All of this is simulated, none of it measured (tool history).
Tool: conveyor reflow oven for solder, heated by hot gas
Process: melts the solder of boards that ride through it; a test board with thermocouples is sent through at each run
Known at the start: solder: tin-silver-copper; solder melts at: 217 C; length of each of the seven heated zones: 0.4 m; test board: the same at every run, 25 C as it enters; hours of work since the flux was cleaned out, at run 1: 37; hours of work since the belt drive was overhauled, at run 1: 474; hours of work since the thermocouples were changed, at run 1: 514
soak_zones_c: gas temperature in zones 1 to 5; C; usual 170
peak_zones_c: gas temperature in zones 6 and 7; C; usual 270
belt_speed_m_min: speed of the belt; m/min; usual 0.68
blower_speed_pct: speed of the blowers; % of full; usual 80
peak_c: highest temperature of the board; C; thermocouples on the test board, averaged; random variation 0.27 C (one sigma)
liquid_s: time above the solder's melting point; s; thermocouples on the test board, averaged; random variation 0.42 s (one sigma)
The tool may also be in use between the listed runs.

run	day	soak_zones_c	peak_zones_c	belt_speed_m_min	blower_speed_pct	hours of work since the flux was cleaned out	hours of work since the belt drive was overhauled	hours of work since the thermocouples were changed	peak_c	liquid_s
1	0	170	270	0.68	80	37	474	514	254.5	53.8
# day 1.525: thermocouples of zones 6 and 7 changed
2	2.008	170	270	0.68	80	63	500	7	255.2	55.3
3	3.583	170	270	0.68	80	84	522	28	254.8	54.9
4	4.521	170	270	0.634	80	97	534	41	257	60.6
5	5.792	170	270	0.634	80	114	552	58	257.2	59.7
6	6.925	170	270	0.634	80	130	567	73	256.8	60.3
7	8.825	170	270	0.634	80	156	593	99	256.7	59.1
# day 9.608: flux residue cleaned out of gas plates and filters
8	9.829	170	270	0.634	80	3	604	110	257.2	60.8
9	11.775	170	270	0.634	80	29	630	136	257.1	60.7
10	13.329	170	270	0.68	86	50	651	157	255.9	55.1
11	14.704	170	270	0.68	86	69	670	176	256.2	55.7
12	16.079	170	277	0.68	80	88	689	195	261.3	57.5
13	17.575	170	277	0.68	80	108	709	215	261.1	58.3
14	18.371	170	270	0.68	80	119	720	226	254.7	54.4
15	19.371	170	274	0.596	80	132	733	239	261.8	67.6
16	21.275	167	267	0.811	90	158	759	265	246.9	39.4
# day 21.908: flux residue cleaned out of gas plates and filters
17	23.117	168	263	0.643	80	16	781	287	249.9	55.5
18	24.779	168	263	0.576	54	39	804	310	248.7	58.8
19	26.492	184	270	0.734	80	62	827	333	254.1	55.2
# day 26.804: belt drive overhauled, speed set with a stopwatch
20	28.45	161	269	0.741	59	87	22	358	245.1	40.4
21	29.412	170	264	0.68	77	100	35	371	248.8	52.1
22	31.133	172	264	0.744	77	123	59	394	247.2	45.9
23	33.017	170	264	0.721	80	148	84	420	247.6	47.8
# day 34.375: flux residue cleaned out of gas plates and filters
24	34.971	171	270	0.721	78	8	108	443	253.7	51.7
# day 35.429: belt drive overhauled, speed set with a stopwatch, once more
25	36.658	166	270	0.718	79	29	17	464	251.4	47
26	37.717	170	270	0.588	79	43	31	478	257.2	64.9
27	39.342	185	269	0.79	80	65	53	500	250.9	47.5
28	41.167	183	267	0.575	80	90	78	525	256.7	71.7

4 ways to go on from here, each from the tool as it stands after run 28. What would each give?
# day 41.992: thermocouples of zones 6 and 7 changed
A	42.842	183	276	0.633	80	112	99	12	?	?
# day 41.992: thermocouples of zones 6 and 7 changed
B	42.842	183	271	0.575	79	112	99	12	?	?
# day 41.992: thermocouples of zones 6 and 7 changed
C	42.842	170	271	0.656	76	112	99	12	?	?
# day 41.992: thermocouples of zones 6 and 7 changed
D	42.842	183	267	0.573	87	112	99	12	?	?

run	peak_c	liquid_s
A	264	67.4
B	261.8	72.8
C	255.8	56.3
D	259	72.6
Without the tool's hidden state the same runs would have given:
run	peak_c	liquid_s
A	264.7	67.8
B	262.5	73.1
C	256.6	56.9
D	259.6	73
